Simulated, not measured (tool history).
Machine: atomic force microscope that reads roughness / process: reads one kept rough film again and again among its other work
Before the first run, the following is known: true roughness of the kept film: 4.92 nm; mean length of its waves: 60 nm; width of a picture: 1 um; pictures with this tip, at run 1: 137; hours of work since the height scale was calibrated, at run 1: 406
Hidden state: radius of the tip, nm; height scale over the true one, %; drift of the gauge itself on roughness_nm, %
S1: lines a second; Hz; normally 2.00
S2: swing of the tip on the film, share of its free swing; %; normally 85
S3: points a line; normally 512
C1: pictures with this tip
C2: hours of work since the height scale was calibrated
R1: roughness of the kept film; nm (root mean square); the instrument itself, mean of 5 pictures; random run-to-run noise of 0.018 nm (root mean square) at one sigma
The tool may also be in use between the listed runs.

run	hour	S1	S2	S3	C1	C2	R1
1	0.0	2.00	85	512	137	406	4.200
2	29.4	2.00	85	946	197	424	4.186
# hour 33.3: new tip fitted
3	55.3	2.00	85	946	45	439	4.276
4	73.8	2.00	85	598	83	450	4.224
5	100.9	2.00	85	598	139	466	4.188
6	115.9	2.00	85	512	169	475	4.160
# hour 134.2: new tip fitted
7	143.6	2.00	65	407	19	491	4.556
8	161.8	2.00	66	689	57	502	4.521
9	180.1	2.00	69	512	94	513	4.437
10	212.5	3.45	65	817	161	532	4.321

Expected results for the next run?
# hour 234.1: new tip fitted
11	244.7	1.42	56	746	22	551	?

R1: 4.628 nm (root mean square)
Minus the tool's unlogged condition, the same run would have read R1 4.688 nm (root mean square).

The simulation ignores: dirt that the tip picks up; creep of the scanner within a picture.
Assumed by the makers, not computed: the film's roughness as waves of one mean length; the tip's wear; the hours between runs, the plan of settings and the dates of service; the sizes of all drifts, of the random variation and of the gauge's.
